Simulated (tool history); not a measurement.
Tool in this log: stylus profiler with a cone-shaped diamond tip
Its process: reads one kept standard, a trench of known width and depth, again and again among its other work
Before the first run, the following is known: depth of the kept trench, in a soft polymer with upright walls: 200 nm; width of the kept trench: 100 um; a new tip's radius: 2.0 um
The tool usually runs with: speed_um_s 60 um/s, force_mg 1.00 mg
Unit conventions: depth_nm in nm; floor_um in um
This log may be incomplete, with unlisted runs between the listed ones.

run,day,speed_um_s,force_mg,depth_nm,floor_um
1,0.000,60,1.00,200.35,97.70
2,1.775,60,1.05,200.41,97.72
3,3.967,60,1.05,200.25,97.73
4,5.675,60,1.05,200.13,97.69
5,6.875,60,1.05,200.32,97.65
6,9.529,24,1.05,200.23,97.88
7,12.025,24,1.05,200.28,97.85
8,14.312,24,1.05,200.22,97.79
9,15.896,112,1.00,199.95,97.45
10,17.783,112,1.00,200.23,97.32
11,19.200,112,1.00,200.10,97.41
# day 19.379: height scale calibrated on a step standard
12,20.342,112,1.00,199.48,97.32
13,21.575,112,1.00,199.18,97.37
14,22.679,112,1.00,199.21,97.33
15,23.808,112,1.00,199.31,97.39
# day 24.933: height scale calibrated on a step standard, once more
16,24.933,60,1.00,201.16,97.58
17,26.125,60,1.00,201.06,97.56
18,27.533,39,1.00,201.03,97.61
19,28.721,39,1.00,200.99,97.63
20,29.929,39,1.00,200.91,97.65

Predict the results of run 21:
21,31.312,17,0.98,?,?

depth_nm: 200.90 nm
floor_um: 97.78 um
The same run, on a tool lacking any hidden state, would have yielded depth_nm 200.85 nm, floor_um 98.20 um.
